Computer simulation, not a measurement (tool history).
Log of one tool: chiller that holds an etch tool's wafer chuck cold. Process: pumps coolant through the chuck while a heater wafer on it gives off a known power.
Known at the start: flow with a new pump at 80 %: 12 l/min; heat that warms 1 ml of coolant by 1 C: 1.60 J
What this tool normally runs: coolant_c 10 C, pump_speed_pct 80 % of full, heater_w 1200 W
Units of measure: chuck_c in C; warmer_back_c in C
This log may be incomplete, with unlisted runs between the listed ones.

run 1 hour=0.0 | coolant_c=10 pump_speed_pct=80 heater_w=1200 | chuck_c=24.8 warmer_back_c=4.44
run 2 hour=136.8 | coolant_c=10 pump_speed_pct=80 heater_w=1200 | chuck_c=24.8 warmer_back_c=4.45
-- hour=188.2 chiller's thermometer calibrated
run 3 hour=233.5 | coolant_c=10 pump_speed_pct=80 heater_w=1200 | chuck_c=24.5 warmer_back_c=4.47
run 4 hour=386.3 | coolant_c=10 pump_speed_pct=80 heater_w=1200 | chuck_c=25.0 warmer_back_c=4.56
run 5 hour=547.6 | coolant_c=10 pump_speed_pct=80 heater_w=1200 | chuck_c=24.8 warmer_back_c=4.48
run 6 hour=699.5 | coolant_c=10 pump_speed_pct=80 heater_w=1200 | chuck_c=25.3 warmer_back_c=4.48
run 7 hour=820.5 | coolant_c=15 pump_speed_pct=80 heater_w=1200 | chuck_c=30.3 warmer_back_c=4.52
run 8 hour=986.3 | coolant_c=15 pump_speed_pct=80 heater_w=1200 | chuck_c=30.4 warmer_back_c=4.53
run 9 hour=1093.8 | coolant_c=15 pump_speed_pct=80 heater_w=1200 | chuck_c=30.4 warmer_back_c=4.59
run 10 hour=1225.3 | coolant_c=15 pump_speed_pct=80 heater_w=1200 | chuck_c=30.6 warmer_back_c=4.59
run 11 hour=1382.7 | coolant_c=15 pump_speed_pct=80 heater_w=1200 | chuck_c=30.8 warmer_back_c=4.59
run 12 hour=1477.1 | coolant_c=10 pump_speed_pct=80 heater_w=1200 | chuck_c=25.8 warmer_back_c=4.63
-- hour=1494.3 coolant pump overhauled
run 13 hour=1588.3 | coolant_c=10 pump_speed_pct=67 heater_w=904 | chuck_c=25.1 warmer_back_c=4.65
run 14 hour=1677.7 | coolant_c=10 pump_speed_pct=67 heater_w=904 | chuck_c=25.2 warmer_back_c=4.67
run 15 hour=1780.9 | coolant_c=10 pump_speed_pct=79 heater_w=904 | chuck_c=23.5 warmer_back_c=3.94
run 16 hour=1888.3 | coolant_c=10 pump_speed_pct=79 heater_w=904 | chuck_c=23.5 warmer_back_c=3.98
run 17 hour=2055.2 | coolant_c=10 pump_speed_pct=64 heater_w=1155 | chuck_c=30.6 warmer_back_c=6.38
-- hour=2135.1 coolant pump overhauled, once more
run 18 hour=2219.3 | coolant_c=10 pump_speed_pct=64 heater_w=1155 | chuck_c=26.1 warmer_back_c=4.56
run 19 hour=2389.7 | coolant_c=10 pump_speed_pct=64 heater_w=1155 | chuck_c=26.1 warmer_back_c=4.60
run 20 hour=2551.3 | coolant_c=12 pump_speed_pct=88 heater_w=1005 | chuck_c=23.4 warmer_back_c=2.87
run 21 hour=2686.5 | coolant_c=2 pump_speed_pct=73 heater_w=679 | chuck_c=11.0 warmer_back_c=2.41
run 22 hour=2851.4 | coolant_c=1 pump_speed_pct=80 heater_w=1696 | chuck_c=21.6 warmer_back_c=5.45
run 23 hour=2923.1 | coolant_c=7 pump_speed_pct=80 heater_w=1696 | chuck_c=27.9 warmer_back_c=5.47
run 24 hour=3016.6 | coolant_c=6 pump_speed_pct=80 heater_w=1200 | chuck_c=20.9 warmer_back_c=3.84

Same runs, no hidden state in the tool, same run-to-run variation:
Hidden conditions of the tool in this case: heat passed by the chuck's channels, % of clean ones'; flow at a given pump speed, % of a new pump's; coolant's true temperature over the reading, C; drift of the gauge itself on chuck_c, C; drift of the gauge itself on warmer_back_c, C.
run=1 chuck_c=21.9 warmer_back_c=3.77
run=2 chuck_c=21.8 warmer_back_c=3.76
run=3 chuck_c=21.6 warmer_back_c=3.77
run=4 chuck_c=21.9 warmer_back_c=3.85
run=5 chuck_c=21.6 warmer_back_c=3.74
run=6 chuck_c=21.9 warmer_back_c=3.72
run=7 chuck_c=26.8 warmer_back_c=3.74
run=8 chuck_c=26.8 warmer_back_c=3.74
run=9 chuck_c=26.7 warmer_back_c=3.78
run=10 chuck_c=26.7 warmer_back_c=3.76
run=11 chuck_c=26.8 warmer_back_c=3.74
run=12 chuck_c=21.7 warmer_back_c=3.76
run=13 chuck_c=20.1 warmer_back_c=3.34
run=14 chuck_c=20.1 warmer_back_c=3.35
run=15 chuck_c=19.0 warmer_back_c=2.80
run=16 chuck_c=18.8 warmer_back_c=2.82
run=17 chuck_c=23.4 warmer_back_c=4.52
run=18 chuck_c=23.4 warmer_back_c=4.52
run=19 chuck_c=23.2 warmer_back_c=4.53
run=20 chuck_c=21.3 warmer_back_c=2.82
run=21 chuck_c=9.2 warmer_back_c=2.35
run=22 chuck_c=17.5 warmer_back_c=5.30
run=23 chuck_c=23.7 warmer_back_c=5.31
run=24 chuck_c=17.7 warmer_back_c=3.72
